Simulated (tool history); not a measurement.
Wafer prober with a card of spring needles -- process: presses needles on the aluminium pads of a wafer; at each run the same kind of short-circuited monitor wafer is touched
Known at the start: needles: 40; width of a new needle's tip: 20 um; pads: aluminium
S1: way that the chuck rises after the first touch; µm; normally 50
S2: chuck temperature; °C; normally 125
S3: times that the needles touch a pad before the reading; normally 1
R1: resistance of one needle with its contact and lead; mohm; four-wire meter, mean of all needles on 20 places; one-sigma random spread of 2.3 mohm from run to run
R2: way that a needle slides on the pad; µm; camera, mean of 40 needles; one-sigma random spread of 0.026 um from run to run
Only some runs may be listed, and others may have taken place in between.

{"run": 1, "hour": 0.0, "S1": 50, "S2": 125, "S3": 1, "R1": 255, "R2": 8.88}
{"hour": 15.6, "done": "tips cleaned on abrasive film"}
{"hour": 31.9, "done": "tips cleaned on abrasive film"}
{"run": 2, "hour": 43.5, "S1": 50, "S2": 125, "S3": 1, "R1": 253, "R2": 8.87}
{"hour": 46.7, "done": "tips cleaned on abrasive film"}
{"hour": 60.8, "done": "tips cleaned on abrasive film"}
{"hour": 76.1, "done": "tips cleaned on abrasive film"}
{"run": 3, "hour": 76.1, "S1": 50, "S2": 125, "S3": 1, "R1": 256, "R2": 8.84}
{"hour": 90.1, "done": "tips cleaned on abrasive film"}
{"hour": 105.4, "done": "tips cleaned on abrasive film"}
{"run": 4, "hour": 115.3, "S1": 50, "S2": 125, "S3": 1, "R1": 258, "R2": 8.85}
{"hour": 122.3, "done": "tips cleaned on abrasive film"}
{"hour": 139.8, "done": "tips cleaned on abrasive film"}
{"hour": 154.6, "done": "tips cleaned on abrasive film"}
{"run": 5, "hour": 158.2, "S1": 50, "S2": 125, "S3": 1, "R1": 255, "R2": 8.86}
{"hour": 171.9, "done": "tips cleaned on abrasive film"}
{"hour": 187.6, "done": "tips cleaned on abrasive film"}
{"run": 6, "hour": 199.2, "S1": 50, "S2": 125, "S3": 1, "R1": 252, "R2": 8.86}
{"hour": 202.8, "done": "tips cleaned on abrasive film"}
{"hour": 217.2, "done": "tips cleaned on abrasive film"}
{"run": 7, "hour": 225.4, "S1": 47, "S2": 125, "S3": 1, "R1": 260, "R2": 8.37}
{"hour": 234.4, "done": "tips cleaned on abrasive film"}
{"hour": 249.7, "done": "tips cleaned on abrasive film"}
{"hour": 265.9, "done": "tips cleaned on abrasive film"}
{"run": 8, "hour": 269.3, "S1": 47, "S2": 125, "S3": 1, "R1": 256, "R2": 8.36}
{"hour": 283.3, "done": "tips cleaned on abrasive film"}
{"hour": 299.5, "done": "tips cleaned on abrasive film"}
{"hour": 303.0, "done": "height of the first contact set anew"}
{"hour": 315.8, "done": "tips cleaned on abrasive film"}
{"run": 9, "hour": 319.6, "S1": 50, "S2": 125, "S3": 1, "R1": 250, "R2": 8.85}
{"hour": 331.5, "done": "tips cleaned on abrasive film"}
{"hour": 348.4, "done": "tips cleaned on abrasive film"}
{"run": 10, "hour": 348.4, "S1": 50, "S2": 125, "S3": 1, "R1": 254, "R2": 8.91}
{"hour": 364.5, "done": "tips cleaned on abrasive film"}
{"hour": 380.8, "done": "tips cleaned on abrasive film"}
{"hour": 396.4, "done": "tips cleaned on abrasive film"}
{"run": 11, "hour": 401.7, "S1": 50, "S2": 125, "S3": 1, "R1": 259, "R2": 8.88}
{"hour": 411.1, "done": "tips cleaned on abrasive film"}
{"hour": 428.5, "done": "tips cleaned on abrasive film"}
{"hour": 444.9, "done": "tips cleaned on abrasive film"}
{"run": 12, "hour": 455.2, "S1": 50, "S2": 125, "S3": 1, "R1": 252, "R2": 8.91}
{"hour": 462.2, "done": "tips cleaned on abrasive film"}
{"hour": 477.3, "done": "tips cleaned on abrasive film"}
{"run": 13, "hour": 484.5, "S1": 50, "S2": 125, "S3": 1, "R1": 256, "R2": 8.95}
{"hour": 491.3, "done": "tips cleaned on abrasive film"}
{"hour": 507.3, "done": "tips cleaned on abrasive film"}
{"hour": 523.8, "done": "tips cleaned on abrasive film"}
{"run": 14, "hour": 534.8, "S1": 50, "S2": 35, "S3": 1, "R1": 229, "R2": 8.91}
{"hour": 540.6, "done": "tips cleaned on abrasive film"}
{"hour": 557.3, "done": "tips cleaned on abrasive film"}
{"hour": 571.3, "done": "tips cleaned on abrasive film"}
{"run": 15, "hour": 579.1, "S1": 33, "S2": 32, "S3": 1, "R1": 242, "R2": 5.88}
{"hour": 585.7, "done": "tips cleaned on abrasive film"}
{"hour": 603.0, "done": "tips cleaned on abrasive film"}
{"hour": 618.5, "done": "tips cleaned on abrasive film"}
{"run": 16, "hour": 628.4, "S1": 34, "S2": 27, "S3": 1, "R1": 243, "R2": 6.07}
{"hour": 635.5, "done": "tips cleaned on abrasive film"}
{"hour": 651.4, "done": "tips cleaned on abrasive film"}
{"hour": 651.7, "done": "height of the first contact set anew"}
{"run": 17, "hour": 651.7, "S1": 34, "S2": 27, "S3": 1, "R1": 241, "R2": 6.06}
{"hour": 666.4, "done": "tips cleaned on abrasive film"}
{"run": 18, "hour": 680.0, "S1": 34, "S2": 27, "S3": 1, "R1": 241, "R2": 6.05}
{"hour": 683.5, "done": "tips cleaned on abrasive film"}
{"hour": 700.1, "done": "tips cleaned on abrasive film"}
{"run": 19, "hour": 702.8, "S1": 67, "S2": 65, "S3": 1, "R1": 227, "R2": 11.96}
{"hour": 715.8, "done": "tips cleaned on abrasive film"}
{"run": 20, "hour": 727.0, "S1": 38, "S2": 31, "S3": 2, "R1": 237, "R2": 6.8}
{"hour": 730.5, "done": "tips cleaned on abrasive film"}
{"hour": 745.8, "done": "tips cleaned on abrasive film"}
{"hour": 761.8, "done": "tips cleaned on abrasive film"}
{"hour": 777.1, "done": "tips cleaned on abrasive film"}
{"run": 21, "hour": 779.7, "S1": 50, "S2": 125, "S3": 1, "R1": 257, "R2": 8.96}
{"hour": 792.7, "done": "tips cleaned on abrasive film"}
{"run": 22, "hour": 805.8, "S1": 57, "S2": 55, "S3": 1, "R1": 232, "R2": 10.21}
{"hour": 809.2, "done": "tips cleaned on abrasive film"}
{"hour": 826.0, "done": "tips cleaned on abrasive film"}
{"hour": 842.2, "done": "tips cleaned on abrasive film"}
{"run": 23, "hour": 853.9, "S1": 57, "S2": 33, "S3": 1, "R1": 228, "R2": 10.21}
{"hour": 857.5, "done": "tips cleaned on abrasive film"}
{"hour": 872.9, "done": "tips cleaned on abrasive film"}
{"hour": 887.7, "done": "tips cleaned on abrasive film"}
{"hour": 903.4, "done": "tips cleaned on abrasive film"}
{"run": 24, "hour": 904.5, "S1": 69, "S2": 32, "S3": 1, "R1": 221, "R2": 12.33}
{"hour": 917.6, "done": "tips cleaned on abrasive film"}
{"hour": 932.7, "done": "tips cleaned on abrasive film"}
{"hour": 947.4, "done": "tips cleaned on abrasive film"}
{"run": 25, "hour": 947.6, "S1": 69, "S2": 32, "S3": 1, "R1": 219, "R2": 12.39}
{"hour": 962.7, "done": "tips cleaned on abrasive film"}
{"hour": 979.2, "done": "tips cleaned on abrasive film"}
{"hour": 996.4, "done": "tips cleaned on abrasive film"}
{"run": 26, "hour": 996.7, "S1": 33, "S2": 125, "S3": 2, "R1": 279, "R2": 5.95}
{"hour": 1000.1, "done": "height of the first contact set anew"}
{"hour": 1013.8, "done": "tips cleaned on abrasive film"}
{"hour": 1027.8, "done": "tips cleaned on abrasive film"}
{"run": 27, "hour": 1037.7, "S1": 47, "S2": 43, "S3": 3, "R1": 233, "R2": 8.47}
{"hour": 1044.6, "done": "tips cleaned on abrasive film"}
{"hour": 1060.0, "done": "tips cleaned on abrasive film"}
{"run": 28, "hour": 1067.8, "S1": 47, "S2": 43, "S3": 3, "R1": 236, "R2": 8.48}

What if the next run were any one of these 4? Each begins from the tool's condition after run 28:
{"hour": 1076.8, "done": "tips cleaned on abrasive film"}
{"hour": 1094.2, "done": "tips cleaned on abrasive film"}
{"run": "A", "hour": 1100.7, "S1": 48, "S2": 88, "S3": 2, "R1": "?", "R2": "?"}
{"hour": 1076.8, "done": "tips cleaned on abrasive film"}
{"hour": 1094.2, "done": "tips cleaned on abrasive film"}
{"run": "B", "hour": 1100.7, "S1": 67, "S2": 125, "S3": 1, "R1": "?", "R2": "?"}
{"hour": 1076.8, "done": "tips cleaned on abrasive film"}
{"hour": 1094.2, "done": "tips cleaned on abrasive film"}
{"run": "C", "hour": 1100.7, "S1": 44, "S2": 30, "S3": 3, "R1": "?", "R2": "?"}
{"hour": 1076.8, "done": "tips cleaned on abrasive film"}
{"hour": 1094.2, "done": "tips cleaned on abrasive film"}
{"run": "D", "hour": 1100.7, "S1": 34, "S2": 125, "S3": 1, "R1": "?", "R2": "?"}

run=A R1=248 R2=8.63
run=B R1=245 R2=12.07
run=C R1=235 R2=7.90
run=D R1=278 R2=6.11
Take away the tool's hidden state, keep each run's random variation, and the runs would have read:
run=A R1=247 R2=8.49
run=B R1=245 R2=11.88
run=C R1=234 R2=7.77
run=D R1=277 R2=6.01

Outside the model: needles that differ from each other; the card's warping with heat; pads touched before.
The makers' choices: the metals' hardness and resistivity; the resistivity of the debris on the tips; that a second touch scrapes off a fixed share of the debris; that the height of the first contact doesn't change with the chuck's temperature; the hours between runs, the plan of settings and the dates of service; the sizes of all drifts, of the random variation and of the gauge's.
